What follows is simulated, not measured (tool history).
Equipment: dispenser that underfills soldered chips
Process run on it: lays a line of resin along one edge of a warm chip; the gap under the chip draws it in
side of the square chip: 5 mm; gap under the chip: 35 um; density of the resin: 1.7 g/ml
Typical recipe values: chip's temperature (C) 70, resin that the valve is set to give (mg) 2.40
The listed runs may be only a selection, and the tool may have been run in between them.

run,hour,chip's temperature (C),resin that the valve is set to give (mg),time until the resin shows at the far edge (s),resin that the valve gave (mg)
1,0.0,70,2.40,16.8,2.25
# hour 1.1: new syringe of resin
2,5.4,70,2.40,11.5,2.22
3,7.9,63,2.40,19.0,2.24
4,12.4,63,2.40,22.9,2.23
# hour 15.0: new syringe of resin
5,17.3,55,2.40,24.2,2.24
6,20.0,78,2.40,8.1,2.21
7,23.7,70,2.40,14.1,2.21
# hour 28.9: new syringe of resin
8,29.0,75,2.13,8.2,1.94
9,31.7,75,2.13,9.1,1.94
# hour 35.2: dispensing valve cleaned and set on the balance
10,36.8,73,2.64,10.7,2.63
11,39.4,73,2.64,12.6,2.64
12,42.9,73,2.64,14.5,2.61
# hour 43.8: new syringe of resin
13,47.0,73,2.64,9.4,2.63
14,49.8,60,2.57,20.5,2.56

5 options for the next run, each taken on its own from the tool as it stands now. Forecast them:
A,54.0,69,2.57,?,?
B,54.0,59,2.27,?,?
C,54.0,77,2.40,?,?
D,54.0,67,2.10,?,?
E,54.0,74,2.57,?,?

run,time until the resin shows at the far edge (s),resin that the valve gave (mg)
A,15.2,2.54
B,26.8,2.23
C,10.0,2.37
D,17.3,2.08
E,12.4,2.53
Without the tool's hidden state the same runs would have given:
run,time until the resin shows at the far edge (s),resin that the valve gave (mg)
A,9.3,2.57
B,16.6,2.26
C,6.0,2.39
D,10.7,2.10
E,7.8,2.56

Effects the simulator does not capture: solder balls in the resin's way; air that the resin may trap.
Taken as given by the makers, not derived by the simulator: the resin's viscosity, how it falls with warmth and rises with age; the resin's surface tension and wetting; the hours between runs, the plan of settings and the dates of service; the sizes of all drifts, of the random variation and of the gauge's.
